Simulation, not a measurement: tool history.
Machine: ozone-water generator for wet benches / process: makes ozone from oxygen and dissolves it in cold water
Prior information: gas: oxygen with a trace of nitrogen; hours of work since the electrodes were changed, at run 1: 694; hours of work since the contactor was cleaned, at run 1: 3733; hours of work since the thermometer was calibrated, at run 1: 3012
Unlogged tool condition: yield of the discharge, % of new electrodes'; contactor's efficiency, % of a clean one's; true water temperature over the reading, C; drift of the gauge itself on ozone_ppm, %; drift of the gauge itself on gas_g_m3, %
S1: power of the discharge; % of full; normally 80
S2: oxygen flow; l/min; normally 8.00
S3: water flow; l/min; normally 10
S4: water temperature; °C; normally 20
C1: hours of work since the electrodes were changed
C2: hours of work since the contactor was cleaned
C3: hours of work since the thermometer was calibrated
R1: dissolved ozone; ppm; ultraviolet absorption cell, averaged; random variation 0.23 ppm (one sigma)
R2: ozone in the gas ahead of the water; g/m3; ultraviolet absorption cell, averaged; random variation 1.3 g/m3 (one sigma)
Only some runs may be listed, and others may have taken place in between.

{"run": 1, "hour": 0.0, "S1": 80, "S2": 8.0, "S3": 10, "S4": 20, "C1": 694, "C2": 3733, "C3": 3012, "R1": 33.5, "R2": 245.6}
{"run": 2, "hour": 27.7, "S1": 80, "S2": 8.0, "S3": 10, "S4": 20, "C1": 718, "C2": 3758, "C3": 3037, "R1": 33.9, "R2": 246.4}
{"run": 3, "hour": 58.6, "S1": 80, "S2": 8.0, "S3": 10, "S4": 20, "C1": 746, "C2": 3786, "C3": 3064, "R1": 34.2, "R2": 247.9}
{"run": 4, "hour": 76.8, "S1": 80, "S2": 13.03, "S3": 10, "S4": 20, "C1": 762, "C2": 3802, "C3": 3081, "R1": 33.0, "R2": 216.3}
{"run": 5, "hour": 105.7, "S1": 80, "S2": 13.03, "S3": 10, "S4": 20, "C1": 788, "C2": 3828, "C3": 3106, "R1": 32.6, "R2": 213.1}
{"run": 6, "hour": 143.0, "S1": 80, "S2": 13.03, "S3": 10, "S4": 20, "C1": 821, "C2": 3861, "C3": 3140, "R1": 32.9, "R2": 215.6}
{"run": 7, "hour": 181.8, "S1": 79, "S2": 8.0, "S3": 10, "S4": 20, "C1": 856, "C2": 3895, "C3": 3174, "R1": 33.6, "R2": 245.9}
{"run": 8, "hour": 206.2, "S1": 79, "S2": 8.0, "S3": 10, "S4": 20, "C1": 877, "C2": 3917, "C3": 3196, "R1": 33.3, "R2": 247.3}
{"run": 9, "hour": 236.3, "S1": 79, "S2": 8.0, "S3": 10, "S4": 20, "C1": 904, "C2": 3944, "C3": 3223, "R1": 33.6, "R2": 245.9}
{"run": 10, "hour": 273.1, "S1": 75, "S2": 7.65, "S3": 10, "S4": 23, "C1": 937, "C2": 3977, "C3": 3256, "R1": 29.8, "R2": 241.6}
{"run": 11, "hour": 292.2, "S1": 75, "S2": 7.65, "S3": 10, "S4": 23, "C1": 954, "C2": 3994, "C3": 3273, "R1": 29.9, "R2": 240.4}
{"run": 12, "hour": 326.9, "S1": 75, "S2": 9.82, "S3": 9, "S4": 23, "C1": 985, "C2": 4025, "C3": 3303, "R1": 30.9, "R2": 223.1}
{"run": 13, "hour": 346.8, "S1": 75, "S2": 9.82, "S3": 9, "S4": 14, "C1": 1003, "C2": 4043, "C3": 3321, "R1": 39.1, "R2": 222.7}
{"run": 14, "hour": 369.0, "S1": 75, "S2": 9.82, "S3": 9, "S4": 14, "C1": 1022, "C2": 4062, "C3": 3341, "R1": 38.8, "R2": 224.1}
{"run": 15, "hour": 393.9, "S1": 75, "S2": 9.33, "S3": 9, "S4": 14, "C1": 1045, "C2": 4084, "C3": 3363, "R1": 38.9, "R2": 227.4}
{"run": 16, "hour": 430.2, "S1": 75, "S2": 8.74, "S3": 13, "S4": 14, "C1": 1077, "C2": 4117, "C3": 3395, "R1": 30.0, "R2": 231.5}
{"run": 17, "hour": 450.9, "S1": 80, "S2": 10.97, "S3": 7, "S4": 20, "C1": 1095, "C2": 4135, "C3": 3414, "R1": 39.9, "R2": 230.5}
{"run": 18, "hour": 486.5, "S1": 80, "S2": 10.22, "S3": 13, "S4": 14, "C1": 1127, "C2": 4167, "C3": 3446, "R1": 32.3, "R2": 236.7}

For some of the steps in R2 from one run to the next: how much would appear even if the tool had no hidden state, given the settings, what came in and random variation, and how much remains for the hidden state plus any gauge scatter that the measured result and the result without hidden state don't share?
Run 3 -> 4: S2 8.00 -> 13.03. R2 -31.6 g/m3: hidden state +0.2, all else -31.8.
Run 6 -> 7: S1 80 -> 79, S2 13.03 -> 8.00. R2 +30.3 g/m3: hidden state +0.7, all else +29.6.
